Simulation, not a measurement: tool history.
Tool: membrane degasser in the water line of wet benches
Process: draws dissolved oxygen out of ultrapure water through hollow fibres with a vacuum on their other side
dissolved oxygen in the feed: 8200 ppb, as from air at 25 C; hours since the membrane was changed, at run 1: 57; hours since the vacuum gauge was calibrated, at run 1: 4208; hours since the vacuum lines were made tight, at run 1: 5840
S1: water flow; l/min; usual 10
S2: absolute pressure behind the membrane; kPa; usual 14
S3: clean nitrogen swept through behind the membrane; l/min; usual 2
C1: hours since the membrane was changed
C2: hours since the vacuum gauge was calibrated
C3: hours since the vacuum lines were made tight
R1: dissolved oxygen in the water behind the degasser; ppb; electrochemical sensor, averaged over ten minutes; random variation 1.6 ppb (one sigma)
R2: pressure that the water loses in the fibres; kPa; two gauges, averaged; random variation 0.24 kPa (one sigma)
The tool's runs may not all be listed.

run   hour  S1    S2    S3   C1    C2    C3     R1     R2
  1      0  10    14     2   57  4208  5840  160.1  63.16
  2   27.9  10    14     2   85  4236  5868    158  62.42
  3   68.5   6    14     2  126  4277  5909   87.9  37.74
  4   97.9  10    14     2  155  4306  5938  165.6  62.83
  5  125.1  10    14     2  182  4333  5965  160.8  62.66
     128.8  -- vacuum gauge calibrated
  6  173.5  10    14     2  230    45  6013  161.6  63.26
  7  196.6  10    14     2  253    68  6036  159.5  62.21
  8  233.3  14  12.2  4.04  290   104  6073    163  87.55
  9  281.2  14  12.2  4.04  338   152  6121  159.9  87.68
     296.1  -- vacuum gauge calibrated, once more
 10    310  14  12.2  4.04  366    14  6149  163.8  87.76
 11  335.9   6  13.2  1.78  392    40  6175   90.1  37.59

5 ways to go on from here, each from the tool as it stands after run 11. What would each give?
  A  376.4   9    12  4.64  433  80  6216   ?   ?
  B  376.4   8  13.2  1.04  433  80  6216   ?   ?
  C  376.4   6  11.9  1.78  433  80  6216   ?   ?
  D  376.4   8   8.7  2.44  433  80  6216   ?   ?
  E  376.4  10   9.4  2.83  433  80  6216   ?   ?

run     R1     R2
  A   59.8  56.39
  B  200.5  50.17
  C   79.4  37.45
  D   56.2  49.83
  E   80.2  62.74
Without the tool's hidden state the same runs would have given:
run     R1     R2
  A   57.6  56.28
  B  192.2  50.07
  C   74.3  37.38
  D   53.9  49.73
  E   77.9  62.62
